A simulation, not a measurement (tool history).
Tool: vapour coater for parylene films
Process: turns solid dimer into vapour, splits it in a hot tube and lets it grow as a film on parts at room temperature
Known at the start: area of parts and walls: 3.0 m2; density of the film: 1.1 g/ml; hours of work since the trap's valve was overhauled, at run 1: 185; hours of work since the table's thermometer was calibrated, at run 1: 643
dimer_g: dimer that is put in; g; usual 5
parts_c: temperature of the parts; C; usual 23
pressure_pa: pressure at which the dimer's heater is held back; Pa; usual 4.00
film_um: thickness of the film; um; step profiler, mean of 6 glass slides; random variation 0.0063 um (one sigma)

run,day,dimer_g,parts_c,pressure_pa,hours of work since the trap's valve was overhauled,hours of work since the table's thermometer was calibrated,film_um
1,0.000,5,23,4.00,185,643,0.990
2,1.567,5,23,4.00,202,660,1.002
3,3.396,5,23,5.55,221,679,0.973
4,5.021,5,23,5.55,238,696,0.972
5,6.896,5,23,5.55,257,715,0.976
6,8.225,5,23,5.55,271,729,0.970
7,10.150,5,23,5.55,291,749,0.967
8,11.229,5,23,4.00,303,761,0.989
9,13.650,5,23,4.00,328,786,0.995
10,15.846,5,17,4.00,351,809,1.299
11,18.300,5,23,4.43,377,835,0.980
12,19.638,5,23,4.43,391,849,0.986
13,21.258,5,23,4.43,408,866,0.980
14,22.779,5,23,5.12,424,882,0.981
15,25.188,5,23,5.12,449,907,0.981
16,27.642,5,23,4.00,475,932,0.996
17,28.779,5,23,4.00,486,944,0.979
18,30.238,5,26,4.00,502,960,0.858
19,31.308,5,23,4.00,513,971,0.985
20,32.667,5,23,4.00,527,985,0.979
# day 33.762: table's thermometer calibrated
21,35.283,5,23,4.00,554,16,0.917
22,36.438,5,23,4.00,566,28,0.927
23,37.592,5,23,4.00,578,40,0.908
24,39.888,5,23,4.00,602,64,0.923
25,41.796,5,23,4.00,622,84,0.922
26,43.283,3,16,4.00,638,100,0.769
27,44.833,3,23,3.84,654,116,0.563
28,46.542,3,33,7.71,672,134,0.332
29,48.208,6,23,3.01,689,151,1.121
# day 49.221: trap's valve overhauled
30,49.612,6,29,2.97,4,164,0.931
31,50.833,6,23,5.43,17,177,1.168
32,52.750,6,23,5.43,37,197,1.165
33,54.571,8,23,4.66,56,216,1.568
34,55.850,8,23,4.66,69,229,1.573
35,57.238,2,17,9.07,84,244,0.484
36,59.642,8,25,8.84,109,269,1.368
37,62.225,4,16,11.38,136,296,1.008
38,64.038,2,32,7.43,155,315,0.253
39,66.504,5,27,6.51,181,341,0.801
40,69.029,5,27,2.45,207,367,0.836
41,70.692,3,27,4.32,225,385,0.494
42,72.321,6,23,4.00,242,402,1.182
43,74.592,2,23,4.00,265,425,0.392
44,75.746,2,23,4.00,278,438,0.385
45,77.262,8,26,5.63,293,453,1.339
46,79.429,8,26,10.25,316,476,1.290
47,80.650,8,35,4.00,329,489,0.914

3 ways to go on from here, each from the tool as it stands after run 47. What would each give?
A,82.346,5,35,3.85,347,507,?
B,82.346,8,35,3.92,347,507,?
C,82.346,8,17,4.00,347,507,?

run,film_um
A,0.567
B,0.914
C,2.065
Without the tool's hidden state the same runs would have given:
run,film_um
A,0.568
B,0.916
C,2.070

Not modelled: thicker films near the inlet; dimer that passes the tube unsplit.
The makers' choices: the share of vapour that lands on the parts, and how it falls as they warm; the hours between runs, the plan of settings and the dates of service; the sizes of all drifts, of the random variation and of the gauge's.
